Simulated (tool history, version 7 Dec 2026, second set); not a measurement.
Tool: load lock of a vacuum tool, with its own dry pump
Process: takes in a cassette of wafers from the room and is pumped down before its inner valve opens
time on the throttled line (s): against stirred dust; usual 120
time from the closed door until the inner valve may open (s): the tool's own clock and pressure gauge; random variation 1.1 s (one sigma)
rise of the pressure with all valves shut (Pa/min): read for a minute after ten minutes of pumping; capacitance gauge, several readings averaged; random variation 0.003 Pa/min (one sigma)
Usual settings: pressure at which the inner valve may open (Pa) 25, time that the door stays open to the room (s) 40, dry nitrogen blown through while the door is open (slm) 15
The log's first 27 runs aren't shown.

| run | hour | time on the throttled line (s) | pressure at which the inner valve may open (Pa) | time that the door stays open to the room (s) | dry nitrogen blown through while the door is open (slm) | incoming humidity of the room's air, % | time from the closed door until the inner valve may open (s) | rise of the pressure with all valves shut (Pa/min) |
|---|---|---|---|---|---|---|---|---|
| 28 | 10795.8 | 132 | 25 | 231 | 15 | 45.7 | 178.6 | 0.108 |
| 29 | 11053.1 | 120 | 25 | 40 | 12 | 42.5 | 168.5 | 0.028 |
| 30 | 11292.6 | 120 | 25 | 40 | 12 | 46.7 | 170.1 | 0.039 |
|  | 11529.3 | dry pump taken out, an overhauled one fitted |
| 31 | 11848.5 | 143 | 25 | 40 | 24 | 45.9 | 190.5 | 0.019 |
| 32 | 12291.9 | 120 | 23 | 28 | 15 | 46.5 | 169.2 | 0.028 |
| 33 | 12709.9 | 120 | 23 | 28 | 30 | 43.2 | 170 | 0.021 |
| 34 | 13158.9 | 239 | 30 | 40 | 15 | 47.1 | 269.7 | 0.036 |
| 35 | 13483 | 88 | 25 | 42 | 15 | 45.9 | 140.2 | 0.029 |
| 36 | 13948 | 88 | 25 | 42 | 15 | 46 | 141.1 | 0.034 |

Forecast each of these 5 alternatives for the next run:
| A | 14393.5 | 88 | 25 | 80 | 15 | 45.1 | ? | ? |
| B | 14393.5 | 120 | 20 | 40 | 15 | 44.2 | ? | ? |
| C | 14393.5 | 88 | 26 | 64 | 5 | 44.6 | ? | ? |
| D | 14393.5 | 88 | 25 | 115 | 19 | 49.4 | ? | ? |
| E | 14393.5 | 120 | 25 | 40 | 6 | 45.1 | ? | ? |

| run | time from the closed door until the inner valve may open (s) | rise of the pressure with all valves shut (Pa/min) |
|---|---|---|
| A | 142.5 | 0.044 |
| B | 172 | 0.031 |
| C | 140.7 | 0.058 |
| D | 143.5 | 0.062 |
| E | 170.1 | 0.039 |
Without the tool's hidden state the same runs would have given:
| run | time from the closed door until the inner valve may open (s) | rise of the pressure with all valves shut (Pa/min) |
|---|---|---|
| A | 142.5 | 0.043 |
| B | 172 | 0.031 |
| C | 140.7 | 0.058 |
| D | 143.5 | 0.062 |
| E | 170.1 | 0.038 |
